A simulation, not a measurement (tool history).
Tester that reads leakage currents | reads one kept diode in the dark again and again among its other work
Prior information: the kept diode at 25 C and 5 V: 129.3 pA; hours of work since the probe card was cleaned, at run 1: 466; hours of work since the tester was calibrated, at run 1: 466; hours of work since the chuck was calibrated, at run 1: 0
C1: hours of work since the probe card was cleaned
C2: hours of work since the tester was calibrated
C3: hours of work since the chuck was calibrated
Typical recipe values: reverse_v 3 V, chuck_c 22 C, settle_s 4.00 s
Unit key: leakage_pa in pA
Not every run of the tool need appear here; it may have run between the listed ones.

{"run": 1, "hour": 0.0, "reverse_v": 3, "chuck_c": 22, "settle_s": 4.0, "C1": 466, "C2": 466, "C3": 0, "leakage_pa": 75.58}
{"run": 2, "hour": 31.6, "reverse_v": 3, "chuck_c": 22, "settle_s": 1.66, "C1": 488, "C2": 488, "C3": 22, "leakage_pa": 75.22}
{"run": 3, "hour": 70.1, "reverse_v": 3, "chuck_c": 22, "settle_s": 4.0, "C1": 515, "C2": 515, "C3": 50, "leakage_pa": 74.6}
{"run": 4, "hour": 91.6, "reverse_v": 3, "chuck_c": 22, "settle_s": 0.32, "C1": 530, "C2": 530, "C3": 65, "leakage_pa": 75.9}
{"run": 5, "hour": 121.3, "reverse_v": 3, "chuck_c": 22, "settle_s": 0.32, "C1": 551, "C2": 551, "C3": 86, "leakage_pa": 75.91}
{"run": 6, "hour": 141.0, "reverse_v": 3, "chuck_c": 22, "settle_s": 0.69, "C1": 565, "C2": 565, "C3": 100, "leakage_pa": 74.78}
{"run": 7, "hour": 180.0, "reverse_v": 3, "chuck_c": 22, "settle_s": 0.69, "C1": 593, "C2": 593, "C3": 128, "leakage_pa": 74.5}
{"run": 8, "hour": 201.9, "reverse_v": 3, "chuck_c": 22, "settle_s": 5.15, "C1": 609, "C2": 609, "C3": 143, "leakage_pa": 73.55}

Run 9, settings as shown, results not yet in. Your forecast:
{"run": 9, "hour": 231.9, "reverse_v": 3, "chuck_c": 44, "settle_s": 4.0, "C1": 630, "C2": 630, "C3": 164, "leakage_pa": "?"}

Run 9 yielded leakage_pa 404.75 pA.
Take away the tool's hidden state, keep the run-to-run variation as it was, and the same run would have given leakage_pa 417.76 pA.
